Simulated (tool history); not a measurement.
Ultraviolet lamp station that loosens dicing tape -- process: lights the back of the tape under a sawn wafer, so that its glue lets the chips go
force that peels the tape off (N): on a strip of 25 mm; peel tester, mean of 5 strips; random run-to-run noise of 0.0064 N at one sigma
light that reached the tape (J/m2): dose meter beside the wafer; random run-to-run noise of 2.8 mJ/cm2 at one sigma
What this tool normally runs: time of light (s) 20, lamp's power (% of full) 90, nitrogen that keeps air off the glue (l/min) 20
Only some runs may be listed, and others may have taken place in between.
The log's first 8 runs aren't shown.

run   hour  time of light (s)  lamp's power (% of full)  nitrogen that keeps air off the glue (l/min)  force that peels the tape off (N)  light that reached the tape (J/m2)
  9  520.6                 33                        90                                             7                              0.601                                3060
 10  577.9                 33                        90                                             7                              0.631                                2970
 11  658.4                 20                        90                                            20                               0.81                                1690
 12  702.7                 20                        90                                            20                              0.887                                1650
     720.4  -- lamp changed
 13  760.3                 20                        73                                            20                              0.658                                1980
     789.5  -- window cleaned of glue's vapour, once more
 14  806.4                 20                        74                                            20                              0.324                                3050
 15  860.6                 20                        90                                            20                              0.221                                3600
 16  906.2                 20                        90                                            20                              0.228                                3470
 17  968.2                 17                        85                                            20                              0.397                                2760

Run 18 is up next; what results do you expect?
 18  1026                 15                        71                                             8                                  ?                                   ?

Run 18 yielded force that peels the tape off (N) 0.971, light that reached the tape (J/m2) 1970.
Had the tool carried no hidden state, the very same run would have given force that peels the tape off (N) 0.829, light that reached the tape (J/m2) 2260.
